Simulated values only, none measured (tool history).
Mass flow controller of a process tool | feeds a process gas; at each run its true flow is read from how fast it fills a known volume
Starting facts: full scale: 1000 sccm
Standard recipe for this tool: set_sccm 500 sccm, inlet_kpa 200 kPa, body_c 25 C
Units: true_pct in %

run	day	set_sccm	inlet_kpa	body_c	true_pct
1	0.000	500	200	25	99.18
2	7.150	500	200	25	99.08
3	11.733	500	200	32	99.82
4	18.721	500	200	32	99.70
5	23.650	500	200	28	99.36
6	30.492	500	200	28	99.31
7	38.262	500	200	28	99.37
8	42.362	424	200	25	98.98
9	47.975	424	200	25	99.10
10	54.558	500	252	25	98.77
11	58.292	500	200	25	98.98
12	62.304	500	200	27	99.32
13	68.800	500	277	27	99.03
14	75.479	500	200	31	99.65
15	82.412	500	200	31	99.57
16	85.950	500	200	31	99.64
17	92.925	367	200	25	98.96
18	97.708	241	200	25	98.66
19	101.508	500	200	25	99.20
20	108.146	500	243	25	98.90
21	115.092	197	200	25	98.56
22	120.171	503	200	25	99.12
23	124.679	500	215	31	99.69
24	132.308	126	263	21	97.86
25	139.521	126	263	21	97.87
26	144.250	220	200	25	98.65
27	149.862	105	227	24	98.10
28	156.329	105	227	24	98.11
29	162.433	105	227	26	98.51
30	168.729	105	186	29	98.86
31	174.867	105	186	29	98.82
32	179.054	126	260	30	98.66
33	183.042	500	188	34	100.04
34	187.808	178	205	33	99.25
35	192.646	178	205	33	99.23
36	197.462	926	269	39	100.72
37	204.067	616	169	25	99.40
38	211.721	558	261	25	99.01
39	216.992	558	261	25	98.97
40	220.625	558	261	25	98.82
41	226.367	558	261	25	98.96

What if the next run were any one of these 3? Each begins from the tool's condition after run 41:
A	231.579	688	261	25	?
B	231.579	262	177	21	?
C	231.579	497	261	25	?

run	true_pct
A	99.21
B	98.40
C	98.70
Take away the tool's hidden state, keep each run's random variation, and the runs would have read:
run	true_pct
A	99.20
B	98.39
C	98.69
